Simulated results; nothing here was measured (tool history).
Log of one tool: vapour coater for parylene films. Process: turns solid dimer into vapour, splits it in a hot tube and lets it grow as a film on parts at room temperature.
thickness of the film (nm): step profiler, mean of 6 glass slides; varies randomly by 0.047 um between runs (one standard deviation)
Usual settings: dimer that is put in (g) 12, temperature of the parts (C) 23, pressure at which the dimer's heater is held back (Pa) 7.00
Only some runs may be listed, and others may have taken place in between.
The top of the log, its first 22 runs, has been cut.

run     day  dimer that is put in (g)  temperature of the parts (C)  pressure at which the dimer's heater is held back (Pa)  thickness of the film (nm)
 23  34.546                         9                            23                                                    7.00                        3930
 24  35.654                         9                            23                                                    7.00                        3930
 25  37.771                        19                            20                                                    5.98                        9460
 26  39.992                        21                            29                                                    3.70                        8330
     41.671  -- trap's valve overhauled
 27  42.258                        12                            26                                                    2.66                        5580
 28  43.942                         6                            24                                                    7.55                        2490
 29  45.712                         8                            20                                                    2.47                        4570
 30  47.400                        12                            17                                                    7.00                        6440
 31  48.792                        12                            17                                                    7.00                        6360
 32  50.700                         7                            26                                                    8.24                        2670
 33  52.129                        18                            26                                                    5.08                        7580
 34  53.121                         9                            23                                                    4.70                        4220
 35  55.150                         9                            23                                                    4.70                        4140
 36  56.446                         9                            23                                                    4.70                        4240
 37  58.538                         6                            23                                                    2.69                        3040
 38  59.562                         6                            30                                                    6.48                        2110
 39  61.304                        13                            23                                                    7.82                        5600
     61.862  -- trap's valve overhauled
 40  62.921                        12                            15                                                    9.21                        6610
 41  64.567                        11                            19                                                    3.05                        6340
 42  65.700                        11                            33                                                    3.19                        3880
 43  67.517                        10                            23                                                    3.09                        4970
 44  69.354                        10                            23                                                    3.03                        4940
 45  70.388                         9                            35                                                    3.94                        2890
 46  72.471                         9                            35                                                    3.94                        2920

Consider 3 possible next runs. They are alternatives, not a sequence: every one starts from the tool as it was left by run 46. What does each give?
  A  73.462                         9                            27                                                    3.94                           ?
  B  73.462                        16                            35                                                    3.94                           ?
  C  73.462                        17                            35                                                    3.94                           ?

run  thickness of the film (nm)
  A                        3800
  B                        5120
  C                        5520
Without the tool's hidden state the same runs would have given:
run  thickness of the film (nm)
  A                        3810
  B                        5130
  C                        5540
